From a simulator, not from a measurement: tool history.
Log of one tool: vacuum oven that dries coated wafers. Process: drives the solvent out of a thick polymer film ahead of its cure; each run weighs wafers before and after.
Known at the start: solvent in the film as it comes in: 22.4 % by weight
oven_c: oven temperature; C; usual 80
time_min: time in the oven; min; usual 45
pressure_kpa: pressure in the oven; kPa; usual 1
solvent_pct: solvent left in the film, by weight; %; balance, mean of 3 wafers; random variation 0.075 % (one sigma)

run	hour	oven_c	time_min	pressure_kpa	solvent_pct
1	0	80	45	1	5.76
2	11.6	80	45	1	5.84
3	22.3	80	45	1	5.72
4	36.7	80	45	1	5.66
5	45.6	80	45	1.06	5.76
6	54.4	80	45	1	5.78
7	69.9	80	45	1	5.73
8	80.4	83	45	1	4.95
9	93.4	83	45	1	4.84
10	108.6	83	45	1	4.98
11	123.7	83	45	1	4.89
12	131.6	83	45	1	4.95
13	140.8	83	45	1	4.94
14	150.7	83	45	1	4.92
15	161.3	80	45	1	5.9
16	170.2	80	37	0.69	6.53
17	177.3	80	37	0.69	6.46
18	184.7	71	37	0.92	9.75
19	193.1	91	68	1	1.86
20	203.5	80	45	2.71	8.21
21	217.6	70	32	1.78	12.02
22	229.5	74	51	0.67	6.37
23	243.7	75	33	1	9.2
24	259.9	70	22	0.65	12.28
25	272	80	42	0.74	5.89
26	284.1	91	42	0.86	3.31
27	291.1	91	42	0.86	3.34
28	298.7	80	29	1.01	8.52
29	314.8	72	39	0.89	9.06

Forecast each of these 4 alternatives for the next run:
A	327.6	78	29	2.37	?
B	327.6	78	45	1	?
C	327.6	72	38	0.52	?
D	327.6	76	39	0.89	?

run	solvent_pct
A	10.99
B	6.32
C	8.48
D	7.81
Without the tool's hidden state the same runs would have given:
run	solvent_pct
A	10.68
B	6.01
C	8.15
D	7.49
